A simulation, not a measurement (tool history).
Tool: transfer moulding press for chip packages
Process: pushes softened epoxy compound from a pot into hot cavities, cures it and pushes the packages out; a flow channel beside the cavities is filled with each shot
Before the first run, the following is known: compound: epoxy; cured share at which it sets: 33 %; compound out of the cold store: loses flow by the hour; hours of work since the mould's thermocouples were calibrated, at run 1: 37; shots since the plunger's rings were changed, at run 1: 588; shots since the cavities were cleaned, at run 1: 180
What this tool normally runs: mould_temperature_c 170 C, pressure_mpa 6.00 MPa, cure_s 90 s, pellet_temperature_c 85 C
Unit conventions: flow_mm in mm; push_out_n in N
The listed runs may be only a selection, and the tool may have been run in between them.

run	hour	mould_temperature_c	pressure_mpa	cure_s	pellet_temperature_c	hours of work since the mould's thermocouples were calibrated	shots since the plunger's rings were changed	shots since the cavities were cleaned	incoming compound's hours out of the cold store	flow_mm	push_out_n
1	0.0	170	6.00	90	85	37	588	180	14.1	1007	516
2	12.0	170	6.00	90	84	43	716	308	33.5	949	571
# hour 23.7: cavities cleaned with cleaning compound and waxed
3	37.6	170	4.89	90	85	55	973	149	9.7	912	743
# hour 64.4: cavities cleaned with cleaning compound and waxed
4	66.4	170	6.00	98	85	68	1264	21	17.0	984	347
5	88.9	170	6.00	98	85	79	1504	261	15.8	992	470
# hour 104.3: cavities cleaned with cleaning compound and waxed
6	114.5	170	6.00	98	85	91	1761	108	39.8	917	387
7	131.6	170	6.00	98	85	100	1943	290	32.5	937	476
# hour 145.0: cavities cleaned with cleaning compound and waxed
8	152.6	170	6.00	90	85	109	2151	81	9.7	999	454
# hour 164.4: cavities cleaned with cleaning compound and waxed, once more
9	174.8	170	6.00	90	85	120	2372	111	13.2	986	489
10	191.5	170	6.00	90	85	128	2550	289	34.7	925	554
# hour 205.0: cavities cleaned with cleaning compound and waxed
11	218.8	170	6.00	90	85	141	2825	147	34.0	921	495
# hour 246.6: cavities cleaned with cleaning compound and waxed
12	248.5	170	6.00	90	86	155	3126	20	23.2	953	392
# hour 264.8: plunger's sealing rings changed
13	267.2	170	6.00	90	86	163	26	193	20.6	992	527
14	279.3	170	6.00	90	86	169	155	322	9.2	1027	597
# hour 289.8: cavities cleaned with cleaning compound and waxed
15	306.9	171	5.87	100	75	182	433	183	41.5	916	424
# hour 330.6: cavities cleaned with cleaning compound and waxed
16	335.5	171	5.87	100	75	195	722	52	32.0	938	347
17	354.9	171	5.87	100	75	205	929	259	43.2	908	419
# hour 370.8: cavities cleaned with cleaning compound and waxed
18	381.5	171	5.87	100	75	217	1197	115	10.8	998	391
19	401.3	173	6.00	90	84	227	1408	326	20.2	967	492
# hour 411.5: cavities cleaned with cleaning compound and waxed
20	431.2	173	6.00	90	84	241	1711	211	40.0	905	420
# hour 453.6: cavities cleaned with cleaning compound and waxed
21	459.9	162	6.10	77	88	254	2001	67	26.2	1005	1090
22	476.5	169	6.00	75	75	263	2178	244	13.0	993	977
# hour 495.3: cavities cleaned with cleaning compound and waxed
23	503.8	168	4.89	71	81	275	2453	91	24.3	870	985

Predict the results of run 24:
24	526.5	162	6.00	124	85	287	2695	333	33.8	?	?

{"run 24": {"flow_mm": 961, "push_out_n": 588}}
Without the tool's hidden state the same run would have given flow_mm 989 mm, push_out_n 362 N.
